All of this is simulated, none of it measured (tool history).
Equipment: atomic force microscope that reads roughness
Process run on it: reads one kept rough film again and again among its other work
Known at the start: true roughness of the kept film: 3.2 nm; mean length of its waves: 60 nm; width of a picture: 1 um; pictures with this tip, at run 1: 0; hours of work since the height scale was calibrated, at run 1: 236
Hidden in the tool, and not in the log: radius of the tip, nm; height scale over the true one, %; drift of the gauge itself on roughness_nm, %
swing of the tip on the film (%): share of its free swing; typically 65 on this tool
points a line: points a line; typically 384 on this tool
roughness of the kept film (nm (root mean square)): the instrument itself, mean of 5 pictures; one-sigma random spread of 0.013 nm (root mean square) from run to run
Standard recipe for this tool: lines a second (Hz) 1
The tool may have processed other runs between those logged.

run    hour  lines a second (Hz)  swing of the tip on the film (%)  points a line  pictures with this tip  hours of work since the height scale was calibrated  roughness of the kept film (nm (root mean square))
  1       0                    1                                65            384                       0                                                  236                                               3.082
       54.2  -- new tip fitted
  2    54.2                    1                                65            384                       0                                                  277                                               3.077
  3    83.1                    1                                65            360                      71                                                  300                                               3.005
      111.2  -- new tip fitted
  4   129.4                    1                                65            360                      45                                                  335                                               3.045
      164.9  -- new tip fitted
  5   167.8                    1                                65            384                       7                                                  364                                               3.047
  6   197.2                    1                                65            384                      79                                                  387                                                3.01
      218.6  -- new tip fitted
  7   256.6                    1                                72            384                      93                                                  433                                               2.983
      273.5  -- new tip fitted
  8   310.5                    1                                72            384                      91                                                  474                                               2.971
      325.8  -- new tip fitted
  9   352.1                    1                                72            384                      64                                                  506                                               2.974
      379.2  -- new tip fitted
 10   393.3                    1                                65            638                      35                                                  537                                               3.053
      432.8  -- new tip fitted
 11   455.7                    1                                65            638                      56                                                  585                                               3.033
      484.6  -- new tip fitted
 12   497.4                    1                                65            359                      31                                                  617                                               3.034
      538.7  -- new tip fitted
 13   560.1                    1                                65            359                      52                                                  665                                               3.046
      590.8  -- new tip fitted
 14   621.8                    1                                65            359                      76                                                  712                                               3.003
      644.9  -- new tip fitted
 15   669.5                    1                                65            384                      60                                                  748                                               3.025
      697.5  -- new tip fitted
 16   721.3                    1                                87            384                      58                                                  788                                               2.899
        753  -- new tip fitted
 17   771.9                    1                                84            384                      46                                                  827                                               2.919
        805  -- new tip fitted
 18   806.8                    1                                84            384                       4                                                  853                                               2.969
        862  -- new tip fitted
 19   865.3                    1                                65            384                       8                                                  898                                                3.09
 20   910.9                 1.69                                69            384                     120                                                  933                                               2.895
      915.8  -- new tip fitted
 21   943.8                 1.69                                69            384                      68                                                  958                                               2.969
        970  -- new tip fitted
 22   972.7                 3.29                                56            399                       7                                                  980                                               3.039
 23  1008.8                    1                                81            271                      95                                                 1008                                               2.901
     1025.8  -- new tip fitted
 24  1063.5                 3.69                                68            424                      93                                                 1050                                                2.77
     1077.6  -- new tip fitted
 25  1096.7                 0.99                                73            384                      47                                                 1075                                               2.998
     1130.3  -- new tip fitted
 26  1147.2                 0.99                                73            384                      41                                                 1114                                               3.006
     1183.4  -- new tip fitted
 27  1207.7                  3.6                                60            565                      59                                                 1160                                               2.937
     1239.2  -- new tip fitted
 28    1241                  3.6                                60            565                       4                                                 1185                                               2.984
 29  1283.8                  0.6                                65            384                     109                                                 1218                                                   3
     1292.2  -- new tip fitted
 30  1334.3                  0.6                                65            384                     103                                                 1257                                               3.009
     1346.5  -- new tip fitted
 31    1362                 0.68                                64            284                      38                                                 1278                                               3.074
 32  1397.3                 0.68                                64            284                     125                                                 1305                                               3.002
     1402.7  -- new tip fitted
 33  1424.4                    1                                89            622                      54                                                 1326                                                2.89
     1456.7  -- new tip fitted
 34  1459.2                 2.05                                71            731                       7                                                 1352                                               2.964
 35  1485.7                 1.69                                65            743                      72                                                 1373                                               2.983
     1508.7  -- new tip fitted
 36  1542.8                 1.69                                65            743                      83                                                 1416                                               2.992
     1561.8  -- new tip fitted
 37  1573.6                 0.57                                61            892                      29                                                 1440                                                3.11

For each entry between runs, how does the tool's hidden state at the last listed run before it compare with that at the first listed run after it?
After run 1, before run 2: new tip fitted (hour 54.2)
  radius of the tip, nm: 5.2 -> 5.3; height scale over the true one, %: 0.15 -> 0.18
  the result without the hidden state subtracted from the measured one, roughness of the kept film (nm (root mean square)): +0.002 -> +0.002
After run 3, before run 4: new tip fitted (hour 111.2)
  radius of the tip, nm: 11.3 -> 9.3; height scale over the true one, %: 0.2 -> 0.22
  the result without the hidden state subtracted from the measured one, roughness of the kept film (nm (root mean square)): -0.06 -> -0.039
After run 4, before run 5: new tip fitted (hour 164.9)
  radius of the tip, nm: 9.3 -> 5.5; height scale over the true one, %: 0.22 -> 0.24
  the result without the hidden state subtracted from the measured one, roughness of the kept film (nm (root mean square)): -0.039 -> +0.002
After run 6, before run 7: new tip fitted (hour 218.6)
  radius of the tip, nm: 11.7 -> 12.9; height scale over the true one, %: 0.25 -> 0.28
  the result without the hidden state subtracted from the measured one, roughness of the kept film (nm (root mean square)): -0.061 -> -0.072
After run 7, before run 8: new tip fitted (hour 273.5)
  radius of the tip, nm: 12.9 -> 13.2; height scale over the true one, %: 0.28 -> 0.31
  the result without the hidden state subtracted from the measured one, roughness of the kept film (nm (root mean square)): -0.072 -> -0.075
After run 8, before run 9: new tip fitted (hour 325.8)
  radius of the tip, nm: 13.2 -> 11.2; height scale over the true one, %: 0.31 -> 0.33
  the result without the hidden state subtracted from the measured one, roughness of the kept film (nm (root mean square)): -0.075 -> -0.053
After run 9, before run 10: new tip fitted (hour 379.2)
  radius of the tip, nm: 11.2 -> 8.4; height scale over the true one, %: 0.33 -> 0.35
  the result without the hidden state subtracted from the measured one, roughness of the kept film (nm (root mean square)): -0.053 -> -0.025
After run 10, before run 11: new tip fitted (hour 432.8)
  radius of the tip, nm: 8.4 -> 10.9; height scale over the true one, %: 0.35 -> 0.38
  the result without the hidden state subtracted from the measured one, roughness of the kept film (nm (root mean square)): -0.025 -> -0.05
After run 11, before run 12: new tip fitted (hour 484.6)
  radius of the tip, nm: 10.9 -> 7.9; height scale over the true one, %: 0.38 -> 0.4
  the result without the hidden state subtracted from the measured one, roughness of the kept film (nm (root mean square)): -0.05 -> -0.018
After run 12, before run 13: new tip fitted (hour 538.7)
  radius of the tip, nm: 7.9 -> 9.8; height scale over the true one, %: 0.4 -> 0.43
  the result without the hidden state subtracted from the measured one, roughness of the kept film (nm (root mean square)): -0.018 -> -0.037
After run 13, before run 14: new tip fitted (hour 590.8)
  radius of the tip, nm: 9.8 -> 12.8; height scale over the true one, %: 0.43 -> 0.46
  the result without the hidden state subtracted from the measured one, roughness of the kept film (nm (root mean square)): -0.037 -> -0.067
After run 14, before run 15: new tip fitted (hour 644.9)
  radius of the tip, nm: 12.8 -> 10; height scale over the true one, %: 0.46 -> 0.49
  the result without the hidden state subtracted from the measured one, roughness of the kept film (nm (root mean square)): -0.067 -> -0.037
After run 15, before run 16: new tip fitted (hour 697.5)
  radius of the tip, nm: 10 -> 10.3; height scale over the true one, %: 0.49 -> 0.51
  the result without the hidden state subtracted from the measured one, roughness of the kept film (nm (root mean square)): -0.037 -> -0.038
After run 16, before run 17: new tip fitted (hour 753)
  radius of the tip, nm: 10.3 -> 9.2; height scale over the true one, %: 0.51 -> 0.54
  the result without the hidden state subtracted from the measured one, roughness of the kept film (nm (root mean square)): -0.038 -> -0.026
After run 17, before run 18: new tip fitted (hour 805)
  radius of the tip, nm: 9.2 -> 5.3; height scale over the true one, %: 0.54 -> 0.55
  the result without the hidden state subtracted from the measured one, roughness of the kept film (nm (root mean square)): -0.026 -> +0.013
After run 18, before run 19: new tip fitted (hour 862)
  radius of the tip, nm: 5.3 -> 5.8; height scale over the true one, %: 0.55 -> 0.58
  the result without the hidden state subtracted from the measured one, roughness of the kept film (nm (root mean square)): +0.013 -> +0.01
After run 20, before run 21: new tip fitted (hour 915.8)
  radius of the tip, nm: 16.1 -> 10.9; height scale over the true one, %: 0.61 -> 0.62
  the result without the hidden state subtracted from the measured one, roughness of the kept film (nm (root mean square)): -0.093 -> -0.042
After run 21, before run 22: new tip fitted (hour 970)
  radius of the tip, nm: 10.9 -> 5.9; height scale over the true one, %: 0.62 -> 0.64
  the result without the hidden state subtracted from the measured one, roughness of the kept film (nm (root mean square)): -0.042 -> +0.011
After run 23, before run 24: new tip fitted (hour 1025.8)
  radius of the tip, nm: 13.5 -> 14.1; height scale over the true one, %: 0.66 -> 0.68
  the result without the hidden state subtracted from the measured one, roughness of the kept film (nm (root mean square)): -0.066 -> -0.067
After run 24, before run 25: new tip fitted (hour 1077.6)
  radius of the tip, nm: 14.1 -> 10.1; height scale over the true one, %: 0.68 -> 0.7
  the result without the hidden state subtracted from the measured one, roughness of the kept film (nm (root mean square)): -0.067 -> -0.032
After run 25, before run 26: new tip fitted (hour 1130.3)
  radius of the tip, nm: 10.1 -> 8.6; height scale over the true one, %: 0.7 -> 0.72
  the result without the hidden state subtracted from the measured one, roughness of the kept film (nm (root mean square)): -0.032 -> -0.016
After run 26, before run 27: new tip fitted (hour 1183.4)
  radius of the tip, nm: 8.6 -> 10.5; height scale over the true one, %: 0.72 -> 0.76
  the result without the hidden state subtracted from the measured one, roughness of the kept film (nm (root mean square)): -0.016 -> -0.033
After run 27, before run 28: new tip fitted (hour 1239.2)
  radius of the tip, nm: 10.5 -> 5.9; height scale over the true one, %: 0.76 -> 0.77
  the result without the hidden state subtracted from the measured one, roughness of the kept film (nm (root mean square)): -0.033 -> +0.014
After run 29, before run 30: new tip fitted (hour 1292.2)
  radius of the tip, nm: 15.2 -> 13.5; height scale over the true one, %: 0.79 -> 0.82
  the result without the hidden state subtracted from the measured one, roughness of the kept film (nm (root mean square)): -0.082 -> -0.063
After run 30, before run 31: new tip fitted (hour 1346.5)
  radius of the tip, nm: 13.5 -> 8.4; height scale over the true one, %: 0.82 -> 0.83
  the result without the hidden state subtracted from the measured one, roughness of the kept film (nm (root mean square)): -0.063 -> -0.01
After run 32, before run 33: new tip fitted (hour 1402.7)
  radius of the tip, nm: 15.7 -> 9.9; height scale over the true one, %: 0.85 -> 0.86
  the result without the hidden state subtracted from the measured one, roughness of the kept film (nm (root mean square)): -0.086 -> -0.024
After run 33, before run 34: new tip fitted (hour 1456.7)
  radius of the tip, nm: 9.9 -> 5.8; height scale over the true one, %: 0.86 -> 0.87
  the result without the hidden state subtracted from the measured one, roughness of the kept film (nm (root mean square)): -0.024 -> +0.017
After run 35, before run 36: new tip fitted (hour 1508.7)
  radius of the tip, nm: 11.5 -> 13; height scale over the true one, %: 0.89 -> 0.91
  the result without the hidden state subtracted from the measured one, roughness of the kept film (nm (root mean square)): -0.04 -> -0.055
After run 36, before run 37: new tip fitted (hour 1561.8)
  radius of the tip, nm: 13 -> 7.8; height scale over the true one, %: 0.91 -> 0.93
  the result without the hidden state subtracted from the measured one, roughness of the kept film (nm (root mean square)): -0.055 -> -0.001

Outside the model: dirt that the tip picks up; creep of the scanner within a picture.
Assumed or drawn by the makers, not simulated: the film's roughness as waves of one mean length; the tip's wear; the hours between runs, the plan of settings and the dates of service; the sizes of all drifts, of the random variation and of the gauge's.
